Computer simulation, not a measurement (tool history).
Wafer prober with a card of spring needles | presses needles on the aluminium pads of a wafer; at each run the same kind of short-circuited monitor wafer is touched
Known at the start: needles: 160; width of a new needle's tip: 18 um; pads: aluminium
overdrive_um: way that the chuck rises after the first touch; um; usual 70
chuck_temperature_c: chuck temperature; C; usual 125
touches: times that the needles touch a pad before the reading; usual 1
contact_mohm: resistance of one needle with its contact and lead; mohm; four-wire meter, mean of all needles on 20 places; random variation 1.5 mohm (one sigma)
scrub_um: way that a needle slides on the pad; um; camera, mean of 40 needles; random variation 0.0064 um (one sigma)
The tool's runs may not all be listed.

run,hour,overdrive_um,chuck_temperature_c,touches,contact_mohm,scrub_um
1,0,70,125,1,158,9.678
# hour 14.3: tips cleaned on abrasive film
2,17.8,70,125,1,154,9.667
# hour 31.2: tips cleaned on abrasive film
# hour 39.5: height of the first contact set anew
3,40.6,70,125,1,175,9.739
# hour 49.1: tips cleaned on abrasive film
4,57.3,70,125,1,173,9.724
# hour 66.3: tips cleaned on abrasive film
5,77.2,70,125,1,176,9.722
# hour 84: tips cleaned on abrasive film
6,93.2,70,125,1,172,9.721
# hour 101.5: tips cleaned on abrasive film
7,109.2,57,125,1,188,7.894
# hour 118.5: tips cleaned on abrasive film
8,131.4,71,125,1,172,9.829
# hour 136: tips cleaned on abrasive film
# hour 154.4: tips cleaned on abrasive film
9,156.7,71,125,1,152,9.823
# hour 171.7: tips cleaned on abrasive film
10,181,70,125,1,172,9.683
# hour 189.7: tips cleaned on abrasive film
11,198.1,70,125,1,175,9.662
# hour 207.1: tips cleaned on abrasive film
# hour 207.4: height of the first contact set anew
12,214,70,125,1,172,9.738
# hour 226: tips cleaned on abrasive film
13,237.3,70,125,1,178,9.734
# hour 244.2: tips cleaned on abrasive film
14,255.3,70,125,1,176,9.723
# hour 262: tips cleaned on abrasive film
15,274.3,70,125,1,180,9.713
# hour 279.3: tips cleaned on abrasive film
16,292.3,70,125,1,180,9.7
# hour 296.4: tips cleaned on abrasive film
# hour 313.5: tips cleaned on abrasive film
17,315,70,125,1,151,9.689
18,328,66,36,1,180,9.135
# hour 331.5: tips cleaned on abrasive film
# hour 349.6: tips cleaned on abrasive film
19,349.6,63,46,3,130,8.696
# hour 366.7: tips cleaned on abrasive film
20,370.4,63,88,2,149,8.698
# hour 375.9: height of the first contact set anew
# hour 384.8: tips cleaned on abrasive film
21,390.6,78,118,2,150,10.838
# hour 402.6: tips cleaned on abrasive film
22,414.4,78,35,2,147,10.815
# hour 419.8: tips cleaned on abrasive film
23,428.4,53,50,1,194,7.345
# hour 437.7: tips cleaned on abrasive film
24,439.9,71,104,2,142,9.838
# hour 455.4: tips cleaned on abrasive film
25,455.5,90,125,3,138,12.473
26,470.4,62,125,1,194,8.585
# hour 472.3: tips cleaned on abrasive film
# hour 490.6: tips cleaned on abrasive film
27,495.4,54,56,1,177,7.445
# hour 509.2: tips cleaned on abrasive film
28,518.5,56,31,1,194,7.729
# hour 527.8: tips cleaned on abrasive film
29,536.4,87,125,2,150,12.019
# hour 544: height of the first contact set anew
# hour 545.5: tips cleaned on abrasive film
30,561.5,58,38,2,171,8.053
# hour 563.2: tips cleaned on abrasive film
31,576.5,59,39,1,193,8.187

Measured less the same run without the tool's hidden state. The same run-to-run variation is in both; the gauge's scatter may not be:
The hidden state here: debris on the tips, nm; way that the needles fall short of the set height, um; tips' diameter, um; drift of the gauge itself on contact_mohm, %; drift of the gauge itself on scrub_um, %.
run,contact_mohm,scrub_um
1,+21,-0.058
2,+19,-0.065
3,+36,+0
4,+35,-0.009
5,+39,-0.019
6,+34,-0.029
7,+48,-0.034
8,+38,-0.043
9,+17,-0.059
10,+37,-0.069
11,+37,-0.079
12,+32,+0
13,+40,-0.008
14,+38,-0.017
15,+40,-0.025
16,+42,-0.032
17,+14,-0.048
18,+55,-0.048
19,+2,-0.064
20,+18,-0.071
21,+15,-0.01
22,+23,-0.02
23,+65,-0.025
24,+10,-0.034
25,+2,-0.044
26,+54,-0.044
27,+45,-0.059
28,+67,-0.066
29,+17,-0.076
30,+42,-0.009
31,+65,-0.016

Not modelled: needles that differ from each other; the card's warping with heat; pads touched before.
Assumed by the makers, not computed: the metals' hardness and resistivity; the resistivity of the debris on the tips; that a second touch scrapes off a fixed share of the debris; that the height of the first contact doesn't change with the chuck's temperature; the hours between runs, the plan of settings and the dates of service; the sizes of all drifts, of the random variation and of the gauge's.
